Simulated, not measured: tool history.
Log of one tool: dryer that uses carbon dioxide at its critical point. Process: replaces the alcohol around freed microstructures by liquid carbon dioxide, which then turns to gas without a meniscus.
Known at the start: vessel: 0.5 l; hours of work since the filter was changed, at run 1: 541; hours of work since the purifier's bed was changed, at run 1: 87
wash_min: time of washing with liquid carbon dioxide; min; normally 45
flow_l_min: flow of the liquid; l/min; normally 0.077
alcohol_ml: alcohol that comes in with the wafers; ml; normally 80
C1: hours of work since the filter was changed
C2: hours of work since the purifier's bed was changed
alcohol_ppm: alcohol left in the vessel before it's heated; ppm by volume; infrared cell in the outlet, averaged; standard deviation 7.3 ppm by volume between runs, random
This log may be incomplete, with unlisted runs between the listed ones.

run 1 day=0 | wash_min=45 flow_l_min=0.077 alcohol_ml=80 | C1=541 C2=87 | alcohol_ppm=765
run 2 day=2.125 | wash_min=45 flow_l_min=0.077 alcohol_ml=80 | C1=565 C2=111 | alcohol_ppm=794
-- day=2.508 inlet filter changed
run 3 day=3.346 | wash_min=45 flow_l_min=0.077 alcohol_ml=80 | C1=10 C2=125 | alcohol_ppm=379
run 4 day=5.758 | wash_min=45 flow_l_min=0.0555 alcohol_ml=80 | C1=37 C2=152 | alcohol_ppm=2205
run 5 day=7.183 | wash_min=45 flow_l_min=0.0555 alcohol_ml=80 | C1=53 C2=169 | alcohol_ppm=2257
run 6 day=8.571 | wash_min=45 flow_l_min=0.0555 alcohol_ml=80 | C1=69 C2=185 | alcohol_ppm=2329
run 7 day=9.962 | wash_min=45 flow_l_min=0.077 alcohol_ml=57 | C1=85 C2=200 | alcohol_ppm=319
run 8 day=11.596 | wash_min=45 flow_l_min=0.077 alcohol_ml=57 | C1=104 C2=219 | alcohol_ppm=324
run 9 day=13.104 | wash_min=45 flow_l_min=0.077 alcohol_ml=57 | C1=121 C2=236 | alcohol_ppm=339
run 10 day=14.612 | wash_min=45 flow_l_min=0.077 alcohol_ml=80 | C1=138 C2=253 | alcohol_ppm=473
run 11 day=16.808 | wash_min=45 flow_l_min=0.077 alcohol_ml=80 | C1=163 C2=279 | alcohol_ppm=473
run 12 day=18.2 | wash_min=45 flow_l_min=0.077 alcohol_ml=80 | C1=179 C2=294 | alcohol_ppm=504
run 13 day=19.438 | wash_min=45 flow_l_min=0.077 alcohol_ml=80 | C1=193 C2=309 | alcohol_ppm=508
run 14 day=21.188 | wash_min=45 flow_l_min=0.077 alcohol_ml=80 | C1=213 C2=329 | alcohol_ppm=516
run 15 day=22.679 | wash_min=45 flow_l_min=0.077 alcohol_ml=80 | C1=230 C2=346 | alcohol_ppm=536
run 16 day=24.171 | wash_min=45 flow_l_min=0.077 alcohol_ml=80 | C1=247 C2=363 | alcohol_ppm=561
run 17 day=25.525 | wash_min=45 flow_l_min=0.077 alcohol_ml=80 | C1=263 C2=378 | alcohol_ppm=569
run 18 day=26.6 | wash_min=70 flow_l_min=0.0822 alcohol_ml=103 | C1=275 C2=390 | alcohol_ppm=75
run 19 day=27.646 | wash_min=32 flow_l_min=0.0535 alcohol_ml=103 | C1=287 C2=402 | alcohol_ppm=12717
run 20 day=28.733 | wash_min=32 flow_l_min=0.0535 alcohol_ml=103 | C1=299 C2=415 | alcohol_ppm=12994
run 21 day=30.962 | wash_min=32 flow_l_min=0.0535 alcohol_ml=103 | C1=325 C2=440 | alcohol_ppm=13358
run 22 day=32.729 | wash_min=31 flow_l_min=0.0516 alcohol_ml=96 | C1=345 C2=460 | alcohol_ppm=15403
run 23 day=33.962 | wash_min=31 flow_l_min=0.0516 alcohol_ml=96 | C1=359 C2=474 | alcohol_ppm=15139
run 24 day=35.467 | wash_min=31 flow_l_min=0.0847 alcohol_ml=96 | C1=376 C2=492 | alcohol_ppm=2849
run 25 day=37.65 | wash_min=31 flow_l_min=0.0847 alcohol_ml=96 | C1=401 C2=517 | alcohol_ppm=2854
run 26 day=39.896 | wash_min=45 flow_l_min=0.077 alcohol_ml=82 | C1=427 C2=542 | alcohol_ppm=743
run 27 day=42.392 | wash_min=45 flow_l_min=0.077 alcohol_ml=82 | C1=455 C2=571 | alcohol_ppm=764
run 28 day=44.088 | wash_min=33 flow_l_min=0.077 alcohol_ml=113 | C1=475 C2=590 | alcohol_ppm=4222
run 29 day=45.917 | wash_min=44 flow_l_min=0.1212 alcohol_ml=41 | C1=496 C2=611 | alcohol_ppm=109

Alternative continuations, all from the tool just after run 29; predict every row:
run A day=47.6 | wash_min=44 flow_l_min=0.1212 alcohol_ml=75 | C1=515 C2=630 | alcohol_ppm=?
run B day=47.6 | wash_min=37 flow_l_min=0.0865 alcohol_ml=41 | C1=515 C2=630 | alcohol_ppm=?
run C day=47.6 | wash_min=46 flow_l_min=0.0721 alcohol_ml=46 | C1=515 C2=630 | alcohol_ppm=?
run D day=47.6 | wash_min=69 flow_l_min=0.0695 alcohol_ml=31 | C1=515 C2=630 | alcohol_ppm=?
run E day=47.6 | wash_min=44 flow_l_min=0.0832 alcohol_ml=101 | C1=515 C2=630 | alcohol_ppm=?

run=A alcohol_ppm=124
run=B alcohol_ppm=652
run=C alcohol_ppm=626
run=D alcohol_ppm=128
run=E alcohol_ppm=771
The same runs, with their run-to-run variation unchanged, on a tool lacking any hidden condition would have given:
run=A alcohol_ppm=8
run=B alcohol_ppm=286
run=C alcohol_ppm=259
run=D alcohol_ppm=12
run=E alcohol_ppm=307

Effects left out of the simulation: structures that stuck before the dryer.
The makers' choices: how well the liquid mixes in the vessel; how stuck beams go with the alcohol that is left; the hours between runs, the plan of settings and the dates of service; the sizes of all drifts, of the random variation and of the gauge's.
